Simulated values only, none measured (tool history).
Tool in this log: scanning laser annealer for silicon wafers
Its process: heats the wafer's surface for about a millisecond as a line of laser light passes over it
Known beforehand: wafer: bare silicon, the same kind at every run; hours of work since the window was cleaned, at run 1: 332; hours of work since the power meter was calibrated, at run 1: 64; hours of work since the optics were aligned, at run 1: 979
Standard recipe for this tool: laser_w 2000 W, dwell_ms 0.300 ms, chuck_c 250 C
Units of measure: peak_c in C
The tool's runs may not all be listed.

run   hour  laser_w  dwell_ms  chuck_c  hours of work since the window was cleaned  hours of work since the power meter was calibrated  hours of work since the optics were aligned  peak_c
  1    0.0     2000     0.300      250                                         332                                                  64                                          979    1016
  2   10.3     2000     0.300      250                                         337                                                  70                                          984    1016
  3   19.0     1918     0.300      250                                         342                                                  74                                          989     982
  4   24.2     2000     0.300      250                                         345                                                  77                                          992    1014
  5   30.6     2000     0.300      250                                         348                                                  81                                          995    1015
  6   41.1     2000     0.300      278                                         354                                                  86                                         1001    1040
  7   51.3     2000     0.273      250                                         359                                                  91                                         1006     977
  8   60.8     1954     0.346      212                                         364                                                  97                                         1011    1018
  9   67.1     2150     0.300      250                                         367                                                 100                                         1014    1073
 10   77.2     2059     0.300      231                                         373                                                 105                                         1020    1015
 11   86.8     2100     0.342      238                                         378                                                 110                                         1025    1105
 12   97.7     1761     0.241      216                                         384                                                 116                                         1031     802
 13  106.7     1761     0.241      216                                         388                                                 121                                         1035     800
 14  115.2     1876     0.252      216                                         393                                                 125                                         1040     856

Measured minus without-hidden-state, run by run (identical run-to-run variation in each term; gauge scatter may differ):
Hidden conditions of the tool in this case: light that passes the window, % of a clean one's; laser's true power over the reading, %; width of the line over the set one, %; drift of the gauge itself on peak_c, C.
run  peak_c
  1     -33
  2     -34
  3     -33
  4     -35
  5     -34
  6     -36
  7     -33
  8     -38
  9     -39
 10     -38
 11     -42
 12     -28
 13     -29
 14     -32
